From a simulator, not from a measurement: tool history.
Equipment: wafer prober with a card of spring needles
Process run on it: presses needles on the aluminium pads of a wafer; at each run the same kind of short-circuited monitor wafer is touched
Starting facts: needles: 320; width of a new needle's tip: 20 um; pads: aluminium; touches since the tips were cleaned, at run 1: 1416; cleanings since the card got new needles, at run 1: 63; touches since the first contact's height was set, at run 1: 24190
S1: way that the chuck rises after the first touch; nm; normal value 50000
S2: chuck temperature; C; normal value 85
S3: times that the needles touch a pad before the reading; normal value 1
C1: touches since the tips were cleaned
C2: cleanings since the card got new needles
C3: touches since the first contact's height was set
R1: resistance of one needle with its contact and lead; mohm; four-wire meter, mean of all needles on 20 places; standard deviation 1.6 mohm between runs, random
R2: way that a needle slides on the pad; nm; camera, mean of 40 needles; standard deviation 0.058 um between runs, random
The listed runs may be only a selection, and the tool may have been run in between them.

run 1 hour=0 | S1=50000 S2=85 S3=1 | C1=1416 C2=63 C3=24190 | R1=287 R2=11430
-- hour=2.6 tips cleaned on abrasive film
-- hour=8.6 tips cleaned on abrasive film
run 2 hour=12.9 | S1=50000 S2=85 S3=1 | C1=1493 C2=65 C3=28610 | R1=290 R2=11470
-- hour=15.4 tips cleaned on abrasive film
-- hour=21.7 tips cleaned on abrasive film
run 3 hour=21.7 | S1=50000 S2=85 S3=1 | C1=0 C2=67 C3=31628 | R1=180 R2=11490
-- hour=28.2 tips cleaned on abrasive film
run 4 hour=30.2 | S1=50000 S2=85 S3=1 | C1=678 C2=68 C3=34539 | R1=242 R2=11340
-- hour=34.8 tips cleaned on abrasive film
-- hour=40.9 tips cleaned on abrasive film
run 5 hour=43.3 | S1=50000 S2=85 S3=1 | C1=839 C2=70 C3=39045 | R1=242 R2=11310
-- hour=48 tips cleaned on abrasive film
-- hour=54.9 tips cleaned on abrasive film
run 6 hour=57.7 | S1=50000 S2=85 S3=1 | C1=993 C2=72 C3=44030 | R1=276 R2=11310
-- hour=61 tips cleaned on abrasive film
-- hour=67.5 tips cleaned on abrasive film
run 7 hour=70.8 | S1=50000 S2=62 S3=1 | C1=1153 C2=74 C3=48535 | R1=292 R2=11170

Predict the results of run 8:
-- hour=74.1 tips cleaned on abrasive film
-- hour=80.5 tips cleaned on abrasive film
run 8 hour=81.4 | S1=50000 S2=62 S3=1 | C1=325 C2=76 C3=52158 | R1=? R2=?

R1: 211 mohm
R2: 11190 nm
Minus the tool's unlogged condition, the same run would have read R1 158 mohm, R2 11740 nm.

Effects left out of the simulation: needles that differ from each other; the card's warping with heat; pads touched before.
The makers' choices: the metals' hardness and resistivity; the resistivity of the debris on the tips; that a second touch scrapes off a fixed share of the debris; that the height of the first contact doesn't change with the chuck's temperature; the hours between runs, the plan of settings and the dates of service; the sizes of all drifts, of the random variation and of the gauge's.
